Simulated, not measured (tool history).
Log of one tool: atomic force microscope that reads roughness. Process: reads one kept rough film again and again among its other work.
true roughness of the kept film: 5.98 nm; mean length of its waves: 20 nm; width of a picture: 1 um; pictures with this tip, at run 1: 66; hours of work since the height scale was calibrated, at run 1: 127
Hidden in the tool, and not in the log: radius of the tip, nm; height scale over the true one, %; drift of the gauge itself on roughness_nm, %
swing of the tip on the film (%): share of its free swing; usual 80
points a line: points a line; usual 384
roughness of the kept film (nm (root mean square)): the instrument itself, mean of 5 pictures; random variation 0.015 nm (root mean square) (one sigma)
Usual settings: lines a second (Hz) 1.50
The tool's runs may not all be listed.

run,day,lines a second (Hz),swing of the tip on the film (%),points a line,pictures with this tip,hours of work since the height scale was calibrated,roughness of the kept film (nm (root mean square))
1,0.000,1.50,80,384,66,127,3.232
2,0.229,1.50,80,384,79,131,3.141
3,0.575,1.50,80,384,99,137,3.059
4,1.075,1.50,80,384,128,145,2.953
5,1.312,1.50,80,384,142,149,2.894
6,1.833,1.78,80,384,172,158,2.728
7,2.304,1.78,80,384,199,166,2.621
8,2.617,1.78,80,384,217,172,2.566
9,3.079,1.78,80,384,244,180,2.514
# day 3.254: new tip fitted
10,3.450,1.78,80,384,11,186,3.414
11,3.808,1.78,80,384,32,192,3.276
12,4.079,1.78,61,384,48,197,3.648
13,4.300,1.50,80,384,60,200,3.231
14,4.604,2.38,80,384,78,206,2.925
15,5.012,2.38,80,384,102,213,2.819
16,5.388,1.50,80,384,123,219,2.961
17,5.750,1.50,80,384,144,225,2.912
18,6.254,1.50,80,384,173,234,2.799
19,6.638,1.50,57,384,196,241,3.050
20,7.079,1.50,80,384,221,248,2.645
21,7.454,1.50,80,384,243,255,2.582
# day 7.654: new tip fitted
22,7.838,1.50,80,384,11,261,3.503
23,8.279,1.50,80,384,36,268,3.381
24,8.662,1.50,61,384,59,275,3.605
25,8.983,1.50,61,384,77,280,3.490
26,9.421,1.50,61,384,102,288,3.366
27,9.675,1.50,61,384,117,292,3.310
28,9.950,1.50,61,478,133,297,3.288
29,10.383,1.50,80,417,158,305,2.850
30,10.858,1.18,90,417,186,313,2.664
31,11.196,1.22,80,417,205,318,2.786
32,11.621,1.89,87,781,230,326,2.388
33,11.838,3.34,62,334,242,329,2.639
# day 12.062: new tip fitted
34,12.250,1.50,75,384,11,336,3.607
35,12.667,0.70,76,464,35,343,3.726
36,12.992,0.70,76,464,54,349,3.621
37,13.425,0.86,81,384,79,356,3.342
38,13.683,2.33,81,983,94,361,2.852
39,14.171,1.50,80,910,122,369,3.023
40,14.671,1.50,80,910,151,378,2.890
41,15.050,1.49,79,384,173,384,2.820
42,15.404,1.28,80,898,193,390,2.818
43,15.642,1.78,80,632,207,394,2.622
44,15.904,1.78,85,864,222,399,2.466
45,16.308,1.50,56,330,246,406,2.865
# day 16.471: new tip fitted
46,16.646,1.50,72,650,10,411,3.721
47,17.000,0.59,66,642,31,417,3.877
48,17.475,3.11,80,370,58,426,2.840
49,17.821,1.14,71,384,78,432,3.417
50,18.317,1.14,71,384,107,440,3.307
51,18.562,1.36,80,485,121,444,3.070
52,18.912,2.59,87,456,141,450,2.421
53,19.350,3.33,80,384,167,458,2.404
54,19.558,1.41,64,872,179,461,3.083

3 ways to go on from here, each from the tool as it stands after run 54. What would each give?
A,19.817,2.10,89,415,194,466,?
B,19.817,1.41,66,379,194,466,?
C,19.817,1.37,61,384,194,466,?

run,roughness of the kept film (nm (root mean square))
A,2.334
B,2.949
C,3.009
Without the tool's hidden state the same runs would have given:
run,roughness of the kept film (nm (root mean square))
A,3.055
B,3.858
C,3.936
